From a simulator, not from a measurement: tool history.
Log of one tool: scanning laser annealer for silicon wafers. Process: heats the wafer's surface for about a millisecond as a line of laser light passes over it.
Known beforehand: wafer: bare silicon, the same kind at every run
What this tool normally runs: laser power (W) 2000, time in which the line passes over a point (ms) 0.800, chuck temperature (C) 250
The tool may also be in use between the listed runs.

run   hour  laser power (W)  time in which the line passes over a point (ms)  chuck temperature (C)  highest temperature of the surface (C)
  1    0.0             2000                                            0.800                    250                                    1029
  2   40.3             2000                                            0.800                    250                                    1032
  3   79.9             2000                                            0.800                    250                                    1032
  4  117.1             2000                                            0.800                    250                                    1027
  5  141.1             2000                                            0.800                    250                                    1031
     160.5  -- window over the wafer cleaned
  6  180.0             2000                                            0.800                    250                                    1045
  7  212.6             2000                                            0.800                    250                                    1045
  8  245.1             2000                                            0.800                    250                                    1046
  9  264.3             2000                                            0.800                    250                                    1045
 10  308.0             2000                                            0.800                    236                                    1029
 11  330.9             2000                                            0.800                    236                                    1030
     336.7  -- laser's power meter calibrated
 12  364.6             1824                                            0.827                    267                                     992
 13  392.8             2000                                            0.569                    212                                     880
     419.0  -- laser's power meter calibrated, once more
 14  437.3             2000                                            0.569                    212                                     883
 15  480.8             2000                                            0.928                    256                                    1111
 16  522.5             2000                                            0.928                    256                                    1108
 17  547.6             2000                                            0.928                    256                                    1110
 18  572.7             2195                                            0.928                    256                                    1203
 19  610.0             2195                                            0.928                    256                                    1205

Measured minus without-hidden-state, run by run (identical run-to-run variation in each term; gauge scatter may differ):
Hidden conditions of the tool in this case: light that passes the window, % of a clean one's; laser's true power over the reading, %; width of the line over the set one, %; drift of the gauge itself on peak_c, C.
run  highest temperature of the surface (C)
  1                                     -35
  2                                     -37
  3                                     -38
  4                                     -39
  5                                     -39
  6                                     -22
  7                                     -23
  8                                     -23
  9                                     -24
 10                                     -26
 11                                     -26
 12                                     -26
 13                                     -24
 14                                     -19
 15                                     -26
 16                                     -28
 17                                     -28
 18                                     -32
 19                                     -33

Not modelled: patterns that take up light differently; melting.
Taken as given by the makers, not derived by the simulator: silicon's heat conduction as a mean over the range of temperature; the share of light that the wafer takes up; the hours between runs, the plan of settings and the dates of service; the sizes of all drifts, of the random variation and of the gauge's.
